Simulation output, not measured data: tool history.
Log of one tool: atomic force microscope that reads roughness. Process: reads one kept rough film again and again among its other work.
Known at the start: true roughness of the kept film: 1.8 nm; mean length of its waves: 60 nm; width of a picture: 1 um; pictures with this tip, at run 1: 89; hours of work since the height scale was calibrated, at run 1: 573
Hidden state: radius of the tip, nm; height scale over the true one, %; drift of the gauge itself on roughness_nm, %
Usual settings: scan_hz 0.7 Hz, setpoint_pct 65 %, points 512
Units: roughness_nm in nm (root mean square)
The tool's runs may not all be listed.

| run | hour | scan_hz | setpoint_pct | points | pictures with this tip | hours of work since the height scale was calibrated | roughness_nm |
|---|---|---|---|---|---|---|---|
| 1 | 0 | 0.7 | 65 | 512 | 89 | 573 | 1.716 |
| 2 | 9.9 | 0.7 | 65 | 512 | 106 | 580 | 1.701 |
| 3 | 21.6 | 0.7 | 65 | 512 | 126 | 589 | 1.696 |
| 4 | 42.7 | 0.7 | 65 | 512 | 162 | 605 | 1.692 |
| 5 | 58.9 | 0.7 | 65 | 273 | 190 | 617 | 1.687 |
| 6 | 70.2 | 0.7 | 65 | 273 | 209 | 626 | 1.688 |
| 7 | 91.6 | 0.7 | 65 | 273 | 245 | 642 | 1.675 |
| 8 | 108.2 | 0.7 | 89 | 512 | 274 | 654 | 1.606 |
| 9 | 127.9 | 0.7 | 89 | 512 | 308 | 669 | 1.587 |
|  | 139.2 | new tip fitted |
| 10 | 150.2 | 0.7 | 89 | 512 | 19 | 686 | 1.629 |
| 11 | 161.8 | 0.7 | 89 | 512 | 39 | 694 | 1.624 |
| 12 | 175.1 | 0.7 | 89 | 512 | 62 | 704 | 1.633 |
| 13 | 194.5 | 0.864 | 56 | 629 | 95 | 719 | 1.716 |
| 14 | 214.4 | 0.934 | 65 | 512 | 129 | 734 | 1.692 |
| 15 | 224.9 | 0.6 | 84 | 512 | 147 | 742 | 1.65 |
| 16 | 239.7 | 0.6 | 84 | 512 | 172 | 753 | 1.645 |
| 17 | 248.8 | 0.6 | 86 | 428 | 188 | 760 | 1.647 |
| 18 | 263.6 | 3.83 | 86 | 558 | 213 | 771 | 1.298 |
| 19 | 276.8 | 0.619 | 86 | 558 | 236 | 781 | 1.632 |
| 20 | 289.3 | 0.619 | 86 | 684 | 257 | 791 | 1.634 |
| 21 | 307 | 0.7 | 77 | 925 | 287 | 804 | 1.653 |

3 ways to go on from here, each from the tool as it stands after run 21. What would each give?
| A | 323 | 1.511 | 75 | 703 | 315 | 816 | ? |
| B | 323 | 1.083 | 67 | 512 | 315 | 816 | ? |
| C | 323 | 0.7 | 71 | 925 | 315 | 816 | ? |

| run | roughness_nm |
|---|---|
| A | 1.588 |
| B | 1.649 |
| C | 1.662 |
Without the tool's hidden state the same runs would have given:
| run | roughness_nm |
|---|---|
| A | 1.653 |
| B | 1.716 |
| C | 1.73 |
